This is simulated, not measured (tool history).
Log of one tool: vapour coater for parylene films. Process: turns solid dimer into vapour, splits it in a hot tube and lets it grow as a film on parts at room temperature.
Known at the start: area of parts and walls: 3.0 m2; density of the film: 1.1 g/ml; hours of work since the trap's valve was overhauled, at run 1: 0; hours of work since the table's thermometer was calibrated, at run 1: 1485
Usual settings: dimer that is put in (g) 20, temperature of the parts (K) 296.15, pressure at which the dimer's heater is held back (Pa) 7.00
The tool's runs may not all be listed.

run    hour  dimer that is put in (g)  temperature of the parts (K)  pressure at which the dimer's heater is held back (Pa)  hours of work since the trap's valve was overhauled  hours of work since the table's thermometer was calibrated  thickness of the film (µm)
  1     0.0                        20                        296.15                                                    7.00                                                    0                                                        1485                        4.30
  2    52.6                        20                        296.15                                                    2.71                                                   45                                                        1529                        5.10
  3   106.4                        20                        299.15                                                    7.00                                                   90                                                        1575                        3.88
  4   129.3                        20                        299.15                                                    7.00                                                  110                                                        1595                        3.89
  5   171.7                        20                        299.15                                                    7.00                                                  146                                                        1630                        3.79
  6   222.7                        20                        290.15                                                    7.00                                                  189                                                        1674                        4.40
  7   257.8                        10                        296.15                                                    7.00                                                  219                                                        1704                        1.88
  8   282.8                        20                        289.15                                                    7.00                                                  240                                                        1725                        4.18
      314.6  -- trap's valve overhauled
  9   334.0                        20                        296.15                                                    7.00                                                   16                                                        1765                        4.23
 10   368.4                        20                        296.15                                                    7.00                                                   46                                                        1794                        4.27
 11   395.8                        20                        296.15                                                    6.72                                                   69                                                        1817                        4.19
 12   448.2                        20                        296.15                                                    6.72                                                  113                                                        1862                        4.11
 13   499.2                        20                        296.15                                                    6.72                                                  157                                                        1905                        4.02
 14   530.1                        20                        296.15                                                    7.00                                                  183                                                        1931                        3.96
 15   565.1                        31                        304.15                                                   11.39                                                  213                                                        1961                        4.98
 16   605.7                        31                        304.15                                                   11.39                                                  247                                                        1996                        4.74
      628.1  -- trap's valve overhauled
 17   640.9                        31                        304.15                                                   11.39                                                   11                                                        2022                        5.38
 18   695.7                        17                        292.15                                                    4.49                                                   57                                                        2069                        4.16
 19   719.4                        17                        298.15                                                    3.30                                                   78                                                        2089                        3.88
 20   760.6                        17                        298.15                                                    3.30                                                  113                                                        2124                        3.87
 21   806.6                        17                        298.15                                                    3.30                                                  152                                                        2163                        3.80
 22   855.6                        20                        296.15                                                    3.32                                                  193                                                        2204                        4.55
 23   904.2                         9                        301.15                                                    2.94                                                  234                                                        2246                        1.91
      941.4  -- trap's valve overhauled
 24   942.2                         9                        294.15                                                    2.19                                                    1                                                        2274                        2.54
 25   971.2                         9                        290.15                                                    3.07                                                   25                                                        2299                        2.46
      997.6  -- table's thermometer calibrated
 26  1009.7                        20                        296.15                                                    7.95                                                   57                                                          10                        4.13
 27  1065.1                        10                        296.15                                                    7.00                                                  104                                                          57                        2.05

Forecast each of these 4 alternatives for the next run:
  A  1106.4                        18                        291.15                                                    7.00                                                  139                                                          92                           ?
  B  1106.4                        15                        303.15                                                    6.79                                                  139                                                          92                           ?
  C  1106.4                        14                        296.15                                                    7.00                                                  139                                                          92                           ?
  D  1106.4                        12                        296.15                                                    7.00                                                  139                                                          92                           ?

run  thickness of the film (µm)
  A                        3.85
  B                        2.71
  C                        2.81
  D                        2.43
Without the tool's hidden state the same runs would have given:
run  thickness of the film (µm)
  A                        4.11
  B                        2.89
  C                        3.00
  D                        2.60
